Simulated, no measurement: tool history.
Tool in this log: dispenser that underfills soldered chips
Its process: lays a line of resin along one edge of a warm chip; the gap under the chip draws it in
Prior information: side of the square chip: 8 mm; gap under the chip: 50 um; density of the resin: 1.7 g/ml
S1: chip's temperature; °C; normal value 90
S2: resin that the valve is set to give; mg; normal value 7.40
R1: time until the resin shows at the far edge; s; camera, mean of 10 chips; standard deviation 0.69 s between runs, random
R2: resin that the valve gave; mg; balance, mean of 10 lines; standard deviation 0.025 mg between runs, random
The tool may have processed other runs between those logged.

run 1 hour=0.0 | S1=90 S2=7.40 | R1=77.8 R2=7.31
run 2 hour=12.3 | S1=90 S2=7.40 | R1=74.7 R2=7.25
run 3 hour=21.7 | S1=90 S2=7.40 | R1=140.2 R2=7.26
run 4 hour=31.2 | S1=90 S2=7.40 | R1=108.3 R2=7.24
run 5 hour=37.8 | S1=90 S2=7.40 | R1=71.9 R2=7.25
run 6 hour=49.0 | S1=90 S2=7.40 | R1=69.1 R2=7.24
run 7 hour=56.7 | S1=90 S2=7.40 | R1=113.7 R2=7.17
run 8 hour=63.3 | S1=90 S2=7.40 | R1=73.8 R2=7.19
run 9 hour=70.8 | S1=90 S2=7.40 | R1=124.3 R2=7.17
run 10 hour=80.9 | S1=90 S2=7.40 | R1=105.0 R2=7.14
run 11 hour=90.2 | S1=90 S2=7.40 | R1=85.2 R2=7.17
run 12 hour=95.9 | S1=101 S2=7.40 | R1=80.0 R2=7.14
run 13 hour=102.5 | S1=101 S2=7.40 | R1=50.2 R2=7.05
run 14 hour=111.7 | S1=101 S2=7.40 | R1=95.5 R2=7.10
run 15 hour=123.2 | S1=101 S2=7.40 | R1=83.7 R2=7.41
run 16 hour=130.9 | S1=90 S2=8.08 | R1=91.8 R2=8.05
run 17 hour=140.0 | S1=90 S2=8.08 | R1=71.6 R2=8.03
run 18 hour=147.7 | S1=90 S2=8.08 | R1=120.8 R2=8.01
run 19 hour=154.7 | S1=96 S2=9.43 | R1=62.5 R2=9.33
run 20 hour=163.5 | S1=103 S2=6.72 | R1=94.0 R2=6.66
run 21 hour=170.8 | S1=89 S2=7.22 | R1=111.9 R2=7.11
run 22 hour=180.1 | S1=89 S2=7.22 | R1=86.0 R2=7.14
run 23 hour=190.9 | S1=85 S2=6.51 | R1=93.4 R2=6.42
run 24 hour=203.7 | S1=85 S2=6.51 | R1=90.4 R2=6.38
run 25 hour=211.6 | S1=85 S2=6.51 | R1=154.4 R2=6.39
run 26 hour=222.0 | S1=100 S2=7.00 | R1=71.4 R2=6.84
run 27 hour=230.3 | S1=100 S2=7.00 | R1=53.5 R2=6.81
run 28 hour=235.4 | S1=81 S2=6.94 | R1=169.6 R2=6.76
run 29 hour=246.3 | S1=104 S2=6.52 | R1=51.0 R2=6.32
run 30 hour=256.5 | S1=90 S2=7.89 | R1=69.6 R2=7.64
run 31 hour=263.5 | S1=103 S2=6.72 | R1=70.6 R2=6.50
run 32 hour=270.0 | S1=89 S2=7.04 | R1=79.2 R2=6.76
run 33 hour=277.4 | S1=89 S2=6.71 | R1=133.2 R2=6.46
run 34 hour=284.4 | S1=89 S2=6.71 | R1=89.2 R2=6.45
run 35 hour=294.8 | S1=89 S2=6.71 | R1=69.8 R2=6.70

Not shown: 26 entries that the log had between the listed runs. Between which runs, and how does the tool's hidden state differ before and after?
From run 1 to run 2: new syringe of resin (hour 11.1)
  resin's viscosity, % of fresh resin's: 116.7 -> 109.8; dose that the valve gives, % of what is set: 98.66 -> 98.35; true chip temperature over the reading, C: -1.89 -> -1.94
  difference, measured minus the result without the unlogged condition, R1: +16.2 -> +12.0 s; R2: -0.10 -> -0.12 mg
From run 3 to run 4: new syringe of resin (hour 24.0)
  resin's viscosity, % of fresh resin's: 209 -> 163.3; dose that the valve gives, % of what is set: 98.13 -> 97.9; true chip temperature over the reading, C: -1.98 -> -2.02
  difference, measured minus the result without the unlogged condition, R1: +78.7 -> +47.6 s; R2: -0.14 -> -0.15 mg
From run 4 to run 5: new syringe of resin (hour 36.6)
  resin's viscosity, % of fresh resin's: 163.3 -> 110; dose that the valve gives, % of what is set: 97.9 -> 97.75; true chip temperature over the reading, C: -2.02 -> -2.05
  difference, measured minus the result without the unlogged condition, R1: +47.6 -> +12.2 s; R2: -0.15 -> -0.17 mg
From run 5 to run 6: new syringe of resin (hour 49.0)
  resin's viscosity, % of fresh resin's: 110 -> 100.4; dose that the valve gives, % of what is set: 97.75 -> 97.49; true chip temperature over the reading, C: -2.05 -> -2.09
  difference, measured minus the result without the unlogged condition, R1: +12.2 -> +6.4 s; R2: -0.17 -> -0.18 mg
From run 7 to run 8: new syringe of resin (hour 62.0)
  resin's viscosity, % of fresh resin's: 169.9 -> 108.6; dose that the valve gives, % of what is set: 97.29 -> 97.14; true chip temperature over the reading, C: -2.13 -> -2.15
  difference, measured minus the result without the unlogged condition, R1: +53.1 -> +12.1 s; R2: -0.20 -> -0.21 mg
From run 9 to run 10: new syringe of resin (hour 74.7)
  resin's viscosity, % of fresh resin's: 181 -> 153.8; dose that the valve gives, % of what is set: 96.97 -> 96.73; true chip temperature over the reading, C: -2.19 -> -2.23
  difference, measured minus the result without the unlogged condition, R1: +61.9 -> +43.0 s; R2: -0.22 -> -0.24 mg
From run 10 to run 11: new syringe of resin (hour 87.2)
  resin's viscosity, % of fresh resin's: 153.8 -> 124.4; dose that the valve gives, % of what is set: 96.73 -> 96.5; true chip temperature over the reading, C: -2.23 -> -2.27
  difference, measured minus the result without the unlogged condition, R1: +43.0 -> +23.2 s; R2: -0.24 -> -0.26 mg
From run 12 to run 13: new syringe of resin (hour 100.5)
  resin's viscosity, % of fresh resin's: 183.4 -> 114.3; dose that the valve gives, % of what is set: 96.36 -> 96.19; true chip temperature over the reading, C: -2.29 -> -2.32
  difference, measured minus the result without the unlogged condition, R1: +40.3 -> +10.5 s; R2: -0.27 -> -0.28 mg
From run 14 to run 15: new syringe of resin (hour 112.8); dispensing valve cleaned and set on the balance (hour 113.8)
  resin's viscosity, % of fresh resin's: 213.5 -> 190.9; dose that the valve gives, % of what is set: 95.96 -> 99.84; true chip temperature over the reading, C: -2.36 -> -2.41
  difference, measured minus the result without the unlogged condition, R1: +54.8 -> +44.0 s; R2: -0.30 -> -0.01 mg
From run 15 to run 16: new syringe of resin (hour 126.4)
  resin's viscosity, % of fresh resin's: 190.9 -> 134.2; dose that the valve gives, % of what is set: 99.84 -> 99.67; true chip temperature over the reading, C: -2.41 -> -2.44
  difference, measured minus the result without the unlogged condition, R1: +44.0 -> +29.9 s; R2: -0.01 -> -0.02 mg
From run 16 to run 17: new syringe of resin (hour 139.0)
  resin's viscosity, % of fresh resin's: 134.2 -> 106; dose that the valve gives, % of what is set: 99.67 -> 99.45; true chip temperature over the reading, C: -2.44 -> -2.47
  difference, measured minus the result without the unlogged condition, R1: +29.9 -> +10.6 s; R2: -0.02 -> -0.05 mg
From run 18 to run 19: new syringe of resin (hour 151.8)
  resin's viscosity, % of fresh resin's: 179.1 -> 121.2; dose that the valve gives, % of what is set: 99.25 -> 99.1; true chip temperature over the reading, C: -2.5 -> -2.53
  difference, measured minus the result without the unlogged condition, R1: +60.0 -> +15.9 s; R2: -0.06 -> -0.09 mg
From run 20 to run 21: new syringe of resin (hour 164.8)
  resin's viscosity, % of fresh resin's: 221.3 -> 152.4; dose that the valve gives, % of what is set: 98.9 -> 98.73; true chip temperature over the reading, C: -2.57 -> -2.6
  difference, measured minus the result without the unlogged condition, R1: +55.7 -> +46.1 s; R2: -0.07 -> -0.09 mg
From run 21 to run 22: new syringe of resin (hour 177.6)
  resin's viscosity, % of fresh resin's: 152.4 -> 119.9; dose that the valve gives, % of what is set: 98.73 -> 98.5; true chip temperature over the reading, C: -2.6 -> -2.64
  difference, measured minus the result without the unlogged condition, R1: +46.1 -> +22.0 s; R2: -0.09 -> -0.11 mg
From run 22 to run 23: new syringe of resin (hour 190.3)
  resin's viscosity, % of fresh resin's: 119.9 -> 105.2; dose that the valve gives, % of what is set: 98.5 -> 98.22; true chip temperature over the reading, C: -2.64 -> -2.68
  difference, measured minus the result without the unlogged condition, R1: +22.0 -> +14.7 s; R2: -0.11 -> -0.12 mg
From run 23 to run 24: new syringe of resin (hour 203.6)
  resin's viscosity, % of fresh resin's: 105.2 -> 101.3; dose that the valve gives, % of what is set: 98.22 -> 97.93; true chip temperature over the reading, C: -2.68 -> -2.74
  difference, measured minus the result without the unlogged condition, R1: +14.7 -> +11.6 s; R2: -0.12 -> -0.13 mg
From run 25 to run 26: new syringe of resin (hour 216.0)
  resin's viscosity, % of fresh resin's: 173.6 -> 149.4; dose that the valve gives, % of what is set: 97.74 -> 97.5; true chip temperature over the reading, C: -2.77 -> -2.81
  difference, measured minus the result without the unlogged condition, R1: +76.0 -> +28.8 s; R2: -0.14 -> -0.17 mg
From run 26 to run 27: new syringe of resin (hour 228.5)
  resin's viscosity, % of fresh resin's: 149.4 -> 114; dose that the valve gives, % of what is set: 97.5 -> 97.31; true chip temperature over the reading, C: -2.81 -> -2.85
  difference, measured minus the result without the unlogged condition, R1: +28.8 -> +12.0 s; R2: -0.17 -> -0.19 mg
From run 28 to run 29: stage's temperature calibrated (hour 239.8); new syringe of resin (hour 242.2)
  resin's viscosity, % of fresh resin's: 161.7 -> 133.2; dose that the valve gives, % of what is set: 97.2 -> 96.98; true chip temperature over the reading, C: -2.87 -> -0.09
  difference, measured minus the result without the unlogged condition, R1: +78.1 -> +13.2 s; R2: -0.19 -> -0.20 mg
From run 29 to run 30: new syringe of resin (hour 255.1)
  resin's viscosity, % of fresh resin's: 133.2 -> 111.6; dose that the valve gives, % of what is set: 96.98 -> 96.73; true chip temperature over the reading, C: -0.09 -> -0.13
  difference, measured minus the result without the unlogged condition, R1: +13.2 -> +8.0 s; R2: -0.20 -> -0.26 mg
From run 31 to run 32: new syringe of resin (hour 267.8)
  resin's viscosity, % of fresh resin's: 179.1 -> 117.2; dose that the valve gives, % of what is set: 96.58 -> 96.43; true chip temperature over the reading, C: -0.16 -> -0.18
  difference, measured minus the result without the unlogged condition, R1: +32.1 -> +12.9 s; R2: -0.23 -> -0.25 mg
From run 33 to run 34: new syringe of resin (hour 280.6)
  resin's viscosity, % of fresh resin's: 194.9 -> 129.9; dose that the valve gives, % of what is set: 96.26 -> 96.1; true chip temperature over the reading, C: -0.21 -> -0.24
  difference, measured minus the result without the unlogged condition, R1: +66.3 -> +22.1 s; R2: -0.25 -> -0.26 mg
From run 34 to run 35: dispensing valve cleaned and set on the balance (hour 290.0); new syringe of resin (hour 294.3)
  resin's viscosity, % of fresh resin's: 129.9 -> 104.8; dose that the valve gives, % of what is set: 96.1 -> 99.73; true chip temperature over the reading, C: -0.24 -> -0.28
  difference, measured minus the result without the unlogged condition, R1: +22.1 -> +4.0 s; R2: -0.26 -> -0.02 mg

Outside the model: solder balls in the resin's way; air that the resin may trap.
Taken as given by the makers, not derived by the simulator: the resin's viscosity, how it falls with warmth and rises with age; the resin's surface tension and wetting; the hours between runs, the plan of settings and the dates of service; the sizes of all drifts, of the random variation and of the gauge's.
